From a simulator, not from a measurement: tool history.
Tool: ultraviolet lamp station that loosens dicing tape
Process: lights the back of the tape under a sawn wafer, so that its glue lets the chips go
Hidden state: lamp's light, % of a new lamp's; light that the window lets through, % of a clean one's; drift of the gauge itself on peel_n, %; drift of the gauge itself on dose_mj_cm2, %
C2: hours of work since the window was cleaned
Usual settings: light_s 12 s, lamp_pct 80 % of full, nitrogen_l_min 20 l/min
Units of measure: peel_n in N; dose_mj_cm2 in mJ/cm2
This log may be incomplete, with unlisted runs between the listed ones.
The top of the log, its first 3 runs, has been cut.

{"run": 4, "hour": 35.8, "light_s": 12, "lamp_pct": 86, "nitrogen_l_min": 20, "hours of work of the lamp": 104, "C2": 472, "peel_n": 0.315, "dose_mj_cm2": 337}
{"run": 5, "hour": 48.8, "light_s": 12, "lamp_pct": 86, "nitrogen_l_min": 20, "hours of work of the lamp": 114, "C2": 482, "peel_n": 0.321, "dose_mj_cm2": 334}
{"run": 6, "hour": 55.4, "light_s": 12, "lamp_pct": 86, "nitrogen_l_min": 20, "hours of work of the lamp": 119, "C2": 488, "peel_n": 0.31, "dose_mj_cm2": 332}
{"run": 7, "hour": 63.1, "light_s": 12, "lamp_pct": 86, "nitrogen_l_min": 20, "hours of work of the lamp": 125, "C2": 494, "peel_n": 0.318, "dose_mj_cm2": 334}
{"run": 8, "hour": 75.5, "light_s": 12, "lamp_pct": 86, "nitrogen_l_min": 20, "hours of work of the lamp": 135, "C2": 504, "peel_n": 0.316, "dose_mj_cm2": 330}
{"run": 9, "hour": 86.0, "light_s": 7, "lamp_pct": 80, "nitrogen_l_min": 20, "hours of work of the lamp": 143, "C2": 512, "peel_n": 1.217, "dose_mj_cm2": 179}
{"run": 10, "hour": 98.5, "light_s": 12, "lamp_pct": 80, "nitrogen_l_min": 20, "hours of work of the lamp": 153, "C2": 522, "peel_n": 0.393, "dose_mj_cm2": 307}
{"run": 11, "hour": 108.7, "light_s": 12, "lamp_pct": 80, "nitrogen_l_min": 20, "hours of work of the lamp": 162, "C2": 530, "peel_n": 0.4, "dose_mj_cm2": 304}
{"run": 12, "hour": 119.8, "light_s": 12, "lamp_pct": 80, "nitrogen_l_min": 20, "hours of work of the lamp": 170, "C2": 539, "peel_n": 0.395, "dose_mj_cm2": 302}
{"run": 13, "hour": 132.3, "light_s": 14, "lamp_pct": 80, "nitrogen_l_min": 20, "hours of work of the lamp": 180, "C2": 549, "peel_n": 0.276, "dose_mj_cm2": 347}
{"run": 14, "hour": 144.2, "light_s": 14, "lamp_pct": 80, "nitrogen_l_min": 20, "hours of work of the lamp": 190, "C2": 558, "peel_n": 0.27, "dose_mj_cm2": 349}
{"run": 15, "hour": 152.0, "light_s": 14, "lamp_pct": 80, "nitrogen_l_min": 20, "hours of work of the lamp": 196, "C2": 565, "peel_n": 0.287, "dose_mj_cm2": 352}
{"run": 16, "hour": 164.9, "light_s": 11, "lamp_pct": 80, "nitrogen_l_min": 20, "hours of work of the lamp": 206, "C2": 575, "peel_n": 0.499, "dose_mj_cm2": 273}
{"run": 17, "hour": 173.4, "light_s": 11, "lamp_pct": 80, "nitrogen_l_min": 20, "hours of work of the lamp": 213, "C2": 582, "peel_n": 0.511, "dose_mj_cm2": 275}
{"run": 18, "hour": 178.9, "light_s": 11, "lamp_pct": 61, "nitrogen_l_min": 20, "hours of work of the lamp": 217, "C2": 586, "peel_n": 0.909, "dose_mj_cm2": 207}
{"hour": 185.9, "done": "window cleaned of glue's vapour"}
{"run": 19, "hour": 189.8, "light_s": 12, "lamp_pct": 91, "nitrogen_l_min": 20, "hours of work of the lamp": 226, "C2": 3, "peel_n": 0.248, "dose_mj_cm2": 364}
{"run": 20, "hour": 199.6, "light_s": 12, "lamp_pct": 80, "nitrogen_l_min": 20, "hours of work of the lamp": 233, "C2": 11, "peel_n": 0.36, "dose_mj_cm2": 319}
{"run": 21, "hour": 205.7, "light_s": 12, "lamp_pct": 80, "nitrogen_l_min": 20, "hours of work of the lamp": 238, "C2": 16, "peel_n": 0.358, "dose_mj_cm2": 318}
{"run": 22, "hour": 211.3, "light_s": 12, "lamp_pct": 80, "nitrogen_l_min": 20, "hours of work of the lamp": 243, "C2": 20, "peel_n": 0.35, "dose_mj_cm2": 315}
{"run": 23, "hour": 217.4, "light_s": 17, "lamp_pct": 72, "nitrogen_l_min": 23, "hours of work of the lamp": 248, "C2": 25, "peel_n": 0.173, "dose_mj_cm2": 402}
{"run": 24, "hour": 223.0, "light_s": 11, "lamp_pct": 86, "nitrogen_l_min": 7, "hours of work of the lamp": 252, "C2": 29, "peel_n": 1.032, "dose_mj_cm2": 312}
{"run": 25, "hour": 231.6, "light_s": 11, "lamp_pct": 86, "nitrogen_l_min": 7, "hours of work of the lamp": 259, "C2": 36, "peel_n": 1.032, "dose_mj_cm2": 310}
{"run": 26, "hour": 243.8, "light_s": 11, "lamp_pct": 86, "nitrogen_l_min": 7, "hours of work of the lamp": 269, "C2": 46, "peel_n": 1.02, "dose_mj_cm2": 305}

What will run 27 give?
{"run": 27, "hour": 250.3, "light_s": 7, "lamp_pct": 80, "nitrogen_l_min": 29, "hours of work of the lamp": 274, "C2": 51, "peel_n": "?", "dose_mj_cm2": "?"}

For run 27 the tool returned peel_n 0.904 N, dose_mj_cm2 180 mJ/cm2.
With no hidden state in the tool, this same run would have given peel_n 0.758 N, dose_mj_cm2 197 mJ/cm2.
